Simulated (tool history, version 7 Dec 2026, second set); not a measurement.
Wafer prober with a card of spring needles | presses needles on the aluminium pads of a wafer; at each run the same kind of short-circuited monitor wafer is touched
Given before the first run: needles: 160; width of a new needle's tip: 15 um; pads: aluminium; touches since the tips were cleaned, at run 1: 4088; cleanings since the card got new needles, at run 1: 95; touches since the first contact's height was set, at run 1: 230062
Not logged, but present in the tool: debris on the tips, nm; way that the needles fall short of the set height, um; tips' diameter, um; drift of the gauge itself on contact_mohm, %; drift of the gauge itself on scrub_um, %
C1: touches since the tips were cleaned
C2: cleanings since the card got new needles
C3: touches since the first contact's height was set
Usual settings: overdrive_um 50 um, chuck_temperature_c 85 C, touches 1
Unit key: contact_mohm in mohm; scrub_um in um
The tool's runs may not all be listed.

Run 1, hour 0: usual settings; C1 4088; C2 95; C3 230062. Result: contact_mohm 323 mohm, scrub_um 12.2 um.
At hour 3.1: tips cleaned on abrasive film.
At hour 15.4: tips cleaned on abrasive film.
At hour 18.8: height of the first contact set anew.
At hour 31.1: tips cleaned on abrasive film.
At hour 43.4: tips cleaned on abrasive film.
At hour 55.7: tips cleaned on abrasive film.
Run 2, hour 63: usual settings; C1 2515; C2 100; C3 15012. Result: contact_mohm 310 mohm, scrub_um 12.97 um.
At hour 69.2: tips cleaned on abrasive film.
At hour 84.6: tips cleaned on abrasive film.
At hour 96.8: tips cleaned on abrasive film.
Run 3, hour 100.4: usual settings; C1 1198; C2 103; C3 27665. Result: contact_mohm 300 mohm, scrub_um 12.89 um.
At hour 109.6: tips cleaned on abrasive film.
At hour 124.9: tips cleaned on abrasive film.
At hour 137.2: tips cleaned on abrasive film.
At hour 152.6: tips cleaned on abrasive film.
At hour 164.9: tips cleaned on abrasive film.
Run 4, hour 168.3: usual settings; C1 1176; C2 108; C3 50710. Result: contact_mohm 306 mohm, scrub_um 12.83 um.
At hour 177.5: tips cleaned on abrasive film.
At hour 189.8: tips cleaned on abrasive film.
At hour 205.2: tips cleaned on abrasive film.
At hour 217.4: tips cleaned on abrasive film.
At hour 229.7: tips cleaned on abrasive film.
Run 5, hour 238.6: usual settings but chuck_temperature_c 34 C; C1 3030; C2 113; C3 74563. Result: contact_mohm 299 mohm, scrub_um 12.78 um.
At hour 244.8: tips cleaned on abrasive film.
At hour 257.1: tips cleaned on abrasive film.
At hour 272.4: tips cleaned on abrasive film.
At hour 287.8: tips cleaned on abrasive film.
At hour 303.1: tips cleaned on abrasive film.
At hour 318.2: tips cleaned on abrasive film.
Run 6, hour 318.2: usual settings; C1 0; C2 119; C3 101538. Result: contact_mohm 293 mohm, scrub_um 12.55 um.
At hour 333.5: tips cleaned on abrasive film.
At hour 348.8: tips cleaned on abrasive film.
At hour 361.1: tips cleaned on abrasive film.
At hour 376.5: tips cleaned on abrasive film.
Run 7, hour 385.9: usual settings; C1 3223; C2 123; C3 124547. Result: contact_mohm 316 mohm, scrub_um 12.55 um.
At hour 389: tips cleaned on abrasive film.
At hour 401.3: tips cleaned on abrasive film.
At hour 416.7: tips cleaned on abrasive film.
Run 8, hour 421.3: usual settings; C1 1604; C2 126; C3 136559. Result: contact_mohm 310 mohm, scrub_um 12.57 um.
At hour 430.6: tips cleaned on abrasive film.
At hour 442.9: tips cleaned on abrasive film.
At hour 455.2: tips cleaned on abrasive film.
At hour 470.5: tips cleaned on abrasive film.
At hour 485.9: tips cleaned on abrasive film.
At hour 498.1: tips cleaned on abrasive film.
Run 9, hour 503.2: usual settings; C1 1713; C2 132; C3 164306. Result: contact_mohm 310 mohm, scrub_um 12.54 um.
At hour 512.4: tips cleaned on abrasive film.
At hour 527.7: tips cleaned on abrasive film.
At hour 543.1: tips cleaned on abrasive film.
At hour 558.4: tips cleaned on abrasive film.
At hour 570.7: tips cleaned on abrasive film.
Run 10, hour 577.8: usual settings but chuck_temperature_c 40 C; C1 2433; C2 137; C3 189651. Result: contact_mohm 300 mohm, scrub_um 12.33 um.
At hour 584: tips cleaned on abrasive film.
At hour 596.3: tips cleaned on abrasive film.
At hour 611.7: tips cleaned on abrasive film.
At hour 623.9: tips cleaned on abrasive film.
At hour 637.5: tips cleaned on abrasive film.
Run 11, hour 637.5: usual settings but chuck_temperature_c 40 C; C1 0; C2 142; C3 209871. Result: contact_mohm 284 mohm, scrub_um 12.19 um.
At hour 652.8: tips cleaned on abrasive film.
At hour 665.1: tips cleaned on abrasive film.
At hour 680.5: tips cleaned on abrasive film.
At hour 692.8: tips cleaned on abrasive film.
At hour 708.1: tips cleaned on abrasive film.
Run 12, hour 708.7: usual settings but chuck_temperature_c 40 C; C1 194; C2 147; C3 234016. Result: contact_mohm 284 mohm, scrub_um 12.08 um.
At hour 718.1: height of the first contact set anew.
At hour 721.3: tips cleaned on abrasive film.
At hour 736.6: tips cleaned on abrasive film.
At hour 748.9: tips cleaned on abrasive film.
Run 13, hour 754.4: usual settings; C1 1867; C2 150; C3 12281. Result: contact_mohm 314 mohm, scrub_um 12.97 um.
At hour 763.6: tips cleaned on abrasive film.
At hour 778.9: tips cleaned on abrasive film.
At hour 794.3: tips cleaned on abrasive film.
At hour 809.6: tips cleaned on abrasive film.
Run 14, hour 818.6: usual settings but chuck_temperature_c 68 C, touches 3; C1 3070; C2 154; C3 34095. Result: contact_mohm 301 mohm, scrub_um 13.06 um.
At hour 824.8: tips cleaned on abrasive film.
At hour 840.1: tips cleaned on abrasive film.
At hour 855.5: tips cleaned on abrasive film.
At hour 870.8: tips cleaned on abrasive film.
Run 15, hour 881.1: usual settings but chuck_temperature_c 84 C, touches 2; C1 3511; C2 158; C3 55309. Result: contact_mohm 310 mohm, scrub_um 12.87 um.
At hour 884.2: tips cleaned on abrasive film.
At hour 899.6: tips cleaned on abrasive film.
At hour 914.9: tips cleaned on abrasive film.
At hour 930.3: tips cleaned on abrasive film.
At hour 945.6: tips cleaned on abrasive film.
Run 16, hour 948.1: usual settings but chuck_temperature_c 26 C; C1 847; C2 163; C3 78023. Result: contact_mohm 287 mohm, scrub_um 12.63 um.
At hour 960.4: tips cleaned on abrasive film.
At hour 975.7: tips cleaned on abrasive film.
At hour 991: tips cleaned on abrasive film.
Run 17, hour 991.8: usual settings but chuck_temperature_c 26 C; C1 249; C2 166; C3 92852. Result: contact_mohm 280 mohm, scrub_um 12.85 um.
At hour 1004.1: tips cleaned on abrasive film.
At hour 1019.4: tips cleaned on abrasive film.
At hour 1034.7: tips cleaned on abrasive film.
Run 18, hour 1040: usual settings but chuck_temperature_c 26 C; C1 1796; C2 169; C3 109227. Result: contact_mohm 294 mohm, scrub_um 12.75 um.
At hour 1049.2: tips cleaned on abrasive film.
At hour 1064.6: tips cleaned on abrasive film.
At hour 1079.9: tips cleaned on abrasive film.
At hour 1095.3: tips cleaned on abrasive film.
At hour 1110: tips cleaned on abrasive film.
Run 19, hour 1110: usual settings but overdrive_um 70 um, chuck_temperature_c 26 C, touches 2; C1 0; C2 174; C3 132968. Result: contact_mohm 268 mohm, scrub_um 17.81 um.
At hour 1125.3: tips cleaned on abrasive film.
At hour 1137.6: tips cleaned on abrasive film.
At hour 1152.9: tips cleaned on abrasive film.
At hour 1168.3: tips cleaned on abrasive film.
At hour 1180.6: tips cleaned on abrasive film.
Run 20, hour 1187.5: usual settings but overdrive_um 32 um, chuck_temperature_c 31 C, touches 2; C1 2379; C2 179; C3 159298. Result: contact_mohm 332 mohm, scrub_um 7.84 um.
At hour 1193.7: tips cleaned on abrasive film.
At hour 1209.1: tips cleaned on abrasive film.
At hour 1221.4: tips cleaned on abrasive film.
At hour 1233.6: tips cleaned on abrasive film.
Run 21, hour 1243.3: usual settings but chuck_temperature_c 72 C, touches 3; C1 3301; C2 183; C3 178217. Result: contact_mohm 303 mohm, scrub_um 12.43 um.
At hour 1246.4: tips cleaned on abrasive film.
At hour 1261.8: tips cleaned on abrasive film.
At hour 1277.1: tips cleaned on abrasive film.
At hour 1292.5: tips cleaned on abrasive film.
At hour 1307.8: tips cleaned on abrasive film.
At hour 1320.1: tips cleaned on abrasive film.
Run 22, hour 1321.2: usual settings but chuck_temperature_c 72 C, touches 3; C1 379; C2 189; C3 204627. Result: contact_mohm 293 mohm, scrub_um 12.4 um.
At hour 1333.5: tips cleaned on abrasive film.
At hour 1348.8: tips cleaned on abrasive film.
At hour 1361.1: tips cleaned on abrasive film.
At hour 1373.4: tips cleaned on abrasive film.
Run 23, hour 1378.2: usual settings but overdrive_um 65 um, chuck_temperature_c 43 C; C1 1633; C2 193; C3 223966. Result: contact_mohm 289 mohm, scrub_um 16.17 um.
At hour 1387.4: tips cleaned on abrasive film.
At hour 1399.7: tips cleaned on abrasive film.
At hour 1415.1: tips cleaned on abrasive film.
At hour 1415.4: height of the first contact set anew.
Run 24, hour 1416: usual settings but overdrive_um 44 um, chuck_temperature_c 95 C; C1 226; C2 196; C3 226. Result: contact_mohm 309 mohm, scrub_um 11.45 um.
At hour 1428.3: tips cleaned on abrasive film.
At hour 1443.7: tips cleaned on abrasive film.
At hour 1459: tips cleaned on abrasive film.
At hour 1474.3: tips cleaned on abrasive film.
Run 25, hour 1474.4: usual settings but overdrive_um 44 um, chuck_temperature_c 95 C; C1 13; C2 200; C3 20025. Result: contact_mohm 303 mohm, scrub_um 11.25 um.

Each row is a separate what-if for the run after 25, all from the same tool condition, not one after another. Results?
At hour 1489.6: tips cleaned on abrasive film.
At hour 1501.9: tips cleaned on abrasive film.
Run A, hour 1512.4: usual settings but overdrive_um 44 um, chuck_temperature_c 80 C, touches 2; C1 3570; C2 202; C3 32940. Result: contact_mohm ?, scrub_um ?.
At hour 1489.6: tips cleaned on abrasive film.
At hour 1501.9: tips cleaned on abrasive film.
Run B, hour 1512.4: usual settings but overdrive_um 36 um, chuck_temperature_c 32 C; C1 3570; C2 202; C3 32940. Result: contact_mohm ?, scrub_um ?.
At hour 1489.6: tips cleaned on abrasive film.
At hour 1501.9: tips cleaned on abrasive film.
Run C, hour 1512.4: usual settings but chuck_temperature_c 53 C, touches 2; C1 3570; C2 202; C3 32940. Result: contact_mohm ?, scrub_um ?.
At hour 1489.6: tips cleaned on abrasive film.
At hour 1501.9: tips cleaned on abrasive film.
Run D, hour 1512.4: usual settings but overdrive_um 44 um, chuck_temperature_c 80 C; C1 3570; C2 202; C3 32940. Result: contact_mohm ?, scrub_um ?.
At hour 1489.6: tips cleaned on abrasive film.
At hour 1501.9: tips cleaned on abrasive film.
Run E, hour 1512.4: usual settings but overdrive_um 31 um, chuck_temperature_c 57 C, touches 2; C1 3570; C2 202; C3 32940. Result: contact_mohm ?, scrub_um ?.

run  contact_mohm  scrub_um
  A           319     11.24
  B           345      9.15
  C           306     12.89
  D           331     11.49
  E           347      8.04
With the hidden condition removed and each run's random variation left untouched, the same runs would have given:
run  contact_mohm  scrub_um
  A           291     11.35
  B           283      9.25
  C           282        13
  D           289      11.6
  E           294      8.15
